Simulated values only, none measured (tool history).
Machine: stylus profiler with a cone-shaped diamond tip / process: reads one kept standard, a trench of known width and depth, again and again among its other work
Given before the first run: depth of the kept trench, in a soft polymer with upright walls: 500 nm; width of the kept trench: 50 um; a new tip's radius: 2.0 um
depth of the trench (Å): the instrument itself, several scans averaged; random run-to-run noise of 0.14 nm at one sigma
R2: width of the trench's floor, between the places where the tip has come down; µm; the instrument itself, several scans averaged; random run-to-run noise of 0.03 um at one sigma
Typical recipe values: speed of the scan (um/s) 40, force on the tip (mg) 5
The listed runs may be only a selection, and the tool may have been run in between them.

Run 1, day 0: usual settings. Result: depth of the trench (Å) 5129.9, R2 47.27 µm.
Run 2, day 3.333: usual settings but force on the tip (mg) 2.24. Result: depth of the trench (Å) 5073.1, R2 47.25 µm.
Run 3, day 6.912: usual settings but force on the tip (mg) 12.66. Result: depth of the trench (Å) 5243.2, R2 47.3 µm.
Run 4, day 9.517: usual settings. Result: depth of the trench (Å) 5133.3, R2 47.28 µm.
Run 5, day 12.029: usual settings but speed of the scan (um/s) 25. Result: depth of the trench (Å) 5130.8, R2 47.28 µm.
Run 6, day 14.583: usual settings but speed of the scan (um/s) 25. Result: depth of the trench (Å) 5130.9, R2 47.31 µm.
Run 7, day 18.242: usual settings but speed of the scan (um/s) 25. Result: depth of the trench (Å) 5132.1, R2 47.3 µm.
Run 8, day 21.192: usual settings. Result: depth of the trench (Å) 5129.7, R2 47.25 µm.
Run 9, day 23.867: usual settings. Result: depth of the trench (Å) 5131.3, R2 47.26 µm.
Run 10, day 25.879: usual settings but force on the tip (mg) 10.46. Result: depth of the trench (Å) 5215.8, R2 47.28 µm.
Run 11, day 29.088: usual settings. Result: depth of the trench (Å) 5131, R2 47.29 µm.
Run 12, day 32.392: usual settings. Result: depth of the trench (Å) 5130.4, R2 47.31 µm.
Run 13, day 34.121: usual settings. Result: depth of the trench (Å) 5129.7, R2 47.25 µm.
Run 14, day 35.912: usual settings. Result: depth of the trench (Å) 5131.1, R2 47.23 µm.
Run 15, day 37.708: usual settings. Result: depth of the trench (Å) 5132.2, R2 47.28 µm.
Run 16, day 39.846: usual settings but speed of the scan (um/s) 65. Result: depth of the trench (Å) 5131.3, R2 47.25 µm.
Run 17, day 42.496: usual settings but speed of the scan (um/s) 38, force on the tip (mg) 6.6. Result: depth of the trench (Å) 5156.2, R2 47.23 µm.
Run 18, day 44.462: usual settings but speed of the scan (um/s) 38, force on the tip (mg) 6.6. Result: depth of the trench (Å) 5156.8, R2 47.2 µm.
Run 19, day 47.65: usual settings but speed of the scan (um/s) 47. Result: depth of the trench (Å) 5132.2, R2 47.27 µm.
Run 20, day 51.183: usual settings but speed of the scan (um/s) 47. Result: depth of the trench (Å) 5130, R2 47.24 µm.
Run 21, day 52.992: usual settings but speed of the scan (um/s) 37, force on the tip (mg) 6.63. Result: depth of the trench (Å) 5158.1, R2 47.3 µm.
At day 53.321: height scale calibrated on a step standard.
Run 22, day 55.55: usual settings but speed of the scan (um/s) 37, force on the tip (mg) 6.63. Result: depth of the trench (Å) 5156.7, R2 47.26 µm.
Run 23, day 59.45: usual settings but speed of the scan (um/s) 75, force on the tip (mg) 8.98. Result: depth of the trench (Å) 5194.2, R2 47.27 µm.
Run 24, day 62.175: usual settings but speed of the scan (um/s) 75, force on the tip (mg) 8.98. Result: depth of the trench (Å) 5191.9, R2 47.21 µm.
Run 25, day 64.796: usual settings but speed of the scan (um/s) 75, force on the tip (mg) 8.98. Result: depth of the trench (Å) 5193, R2 47.23 µm.
Run 26, day 66.367: usual settings but speed of the scan (um/s) 52, force on the tip (mg) 11.63. Result: depth of the trench (Å) 5231.1, R2 47.3 µm.
Run 27, day 68.046: usual settings but speed of the scan (um/s) 92, force on the tip (mg) 9.2. Result: depth of the trench (Å) 5199.7, R2 47.25 µm.
Run 28, day 71.217: usual settings but speed of the scan (um/s) 92, force on the tip (mg) 9.2. Result: depth of the trench (Å) 5196.9, R2 47.21 µm.
Run 29, day 74.967: usual settings but speed of the scan (um/s) 46, force on the tip (mg) 2.5. Result: depth of the trench (Å) 5081.4, R2 47.24 µm.

The next listed run, before its measurement:
Run 30, day 78.062: usual settings but speed of the scan (um/s) 10, force on the tip (mg) 5.48. Result: depth of the trench (Å) ?, R2 ?.

{"run 30": {"depth of the trench (Å)": 5140.3, "R2": 47.31}}
On a tool with no hidden condition, and with the same random variation, this run would have come out at depth of the trench (Å) 5140.2, R2 47.34 µm.

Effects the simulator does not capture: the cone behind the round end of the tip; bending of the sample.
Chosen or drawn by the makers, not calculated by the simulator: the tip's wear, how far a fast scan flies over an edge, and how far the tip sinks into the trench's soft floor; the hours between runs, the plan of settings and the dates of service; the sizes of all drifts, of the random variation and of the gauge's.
